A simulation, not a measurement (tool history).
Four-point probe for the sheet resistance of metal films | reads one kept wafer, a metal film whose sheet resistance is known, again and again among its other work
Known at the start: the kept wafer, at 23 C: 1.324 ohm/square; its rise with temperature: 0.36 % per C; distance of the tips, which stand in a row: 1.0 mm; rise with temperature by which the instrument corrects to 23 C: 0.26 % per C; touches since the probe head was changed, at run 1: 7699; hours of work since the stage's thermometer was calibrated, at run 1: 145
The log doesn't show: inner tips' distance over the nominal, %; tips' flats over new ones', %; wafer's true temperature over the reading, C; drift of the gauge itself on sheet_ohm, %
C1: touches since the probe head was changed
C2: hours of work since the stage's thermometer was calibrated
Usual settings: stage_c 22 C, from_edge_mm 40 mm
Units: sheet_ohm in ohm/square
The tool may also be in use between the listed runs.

run 1 hour=0.0 | stage_c=22 from_edge_mm=40 | C1=7699 C2=145 | sheet_ohm=1.321361
run 2 hour=125.1 | stage_c=22 from_edge_mm=40 | C1=10449 C2=222 | sheet_ohm=1.320867
run 3 hour=223.1 | stage_c=22 from_edge_mm=37 | C1=12602 C2=281 | sheet_ohm=1.320319
run 4 hour=320.9 | stage_c=22 from_edge_mm=37 | C1=14752 C2=341 | sheet_ohm=1.320420
run 5 hour=441.8 | stage_c=22 from_edge_mm=37 | C1=17409 C2=415 | sheet_ohm=1.319585
run 6 hour=503.3 | stage_c=22 from_edge_mm=37 | C1=18762 C2=452 | sheet_ohm=1.320538
run 7 hour=619.6 | stage_c=22 from_edge_mm=37 | C1=21319 C2=523 | sheet_ohm=1.319400
run 8 hour=688.2 | stage_c=22 from_edge_mm=37 | C1=22826 C2=565 | sheet_ohm=1.318778
run 9 hour=797.8 | stage_c=27 from_edge_mm=40 | C1=25235 C2=632 | sheet_ohm=1.324833
run 10 hour=895.3 | stage_c=31 from_edge_mm=35 | C1=27379 C2=691 | sheet_ohm=1.330401
run 11 hour=970.7 | stage_c=28 from_edge_mm=10 | C1=29036 C2=737 | sheet_ohm=1.332206
run 12 hour=1077.2 | stage_c=19 from_edge_mm=8 | C1=31377 C2=802 | sheet_ohm=1.324629
run 13 hour=1198.2 | stage_c=19 from_edge_mm=8 | C1=34037 C2=876 | sheet_ohm=1.325032
run 14 hour=1262.0 | stage_c=31 from_edge_mm=15 | C1=35440 C2=915 | sheet_ohm=1.331920
run 15 hour=1347.1 | stage_c=34 from_edge_mm=11 | C1=37311 C2=967 | sheet_ohm=1.338114
run 16 hour=1405.7 | stage_c=28 from_edge_mm=20 | C1=38599 C2=1003 | sheet_ohm=1.326043
run 17 hour=1497.1 | stage_c=26 from_edge_mm=6 | C1=40608 C2=1059 | sheet_ohm=1.340649

Forecast each of these 3 alternatives for the next run:
run A hour=1616.4 | stage_c=29 from_edge_mm=44 | C1=43232 C2=1131 | sheet_ohm=?
run B hour=1616.4 | stage_c=35 from_edge_mm=15 | C1=43232 C2=1131 | sheet_ohm=?
run C hour=1616.4 | stage_c=22 from_edge_mm=7 | C1=43232 C2=1131 | sheet_ohm=?

run=A sheet_ohm=1.325324
run=B sheet_ohm=1.336157
run=C sheet_ohm=1.330828
Without the tool's hidden state the same runs would have given:
run=A sheet_ohm=1.331783
run=B sheet_ohm=1.342687
run=C sheet_ohm=1.337284
